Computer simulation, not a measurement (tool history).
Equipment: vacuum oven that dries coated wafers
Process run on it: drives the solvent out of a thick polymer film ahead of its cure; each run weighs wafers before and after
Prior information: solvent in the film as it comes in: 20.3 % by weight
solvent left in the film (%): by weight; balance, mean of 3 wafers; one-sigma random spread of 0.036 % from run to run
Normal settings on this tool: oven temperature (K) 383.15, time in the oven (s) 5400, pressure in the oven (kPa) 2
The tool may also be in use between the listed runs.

run	hour	oven temperature (K)	time in the oven (s)	pressure in the oven (kPa)	solvent left in the film (%)
1	0	383.15	5400	2	1.92
2	15.1	383.15	4080	2	3.08
3	27.8	394.15	4080	2	0.96
4	40.4	394.15	4080	2	0.93
5	54.5	394.15	4920	2	0.69
6	62.1	394.15	4920	2	0.64
7	70.4	383.15	5400	7.84	3.76
8	82.6	383.15	5400	2.29	1.97
9	98.2	383.15	5400	2.29	2.08
10	113.7	383.15	5400	2.29	2.1
11	130.4	383.15	5400	2.29	2.05
12	146.7	389.15	5400	2	0.98
13	154.6	389.15	5400	2	0.99
14	169.6	383.15	5400	4.3	2.6
15	178.6	393.15	5400	2	0.7
16	190.9	393.15	5400	2	0.65
17	198.2	383.15	5400	1.85	1.92
18	211.1	383.15	5400	2	1.95
19	223.7	383.15	5400	2	2
20	241.5	383.15	5400	2	1.97
21	256.4	384.15	4200	3.28	3.03

Run 22 is up next; what results do you expect?
22	264.5	384.15	4200	3.28	?

Logged for run 22: solvent left in the film (%) 3.04.
With the hidden condition absent and the run-to-run variation left alone, this run would have shown solvent left in the film (%) 3.05.
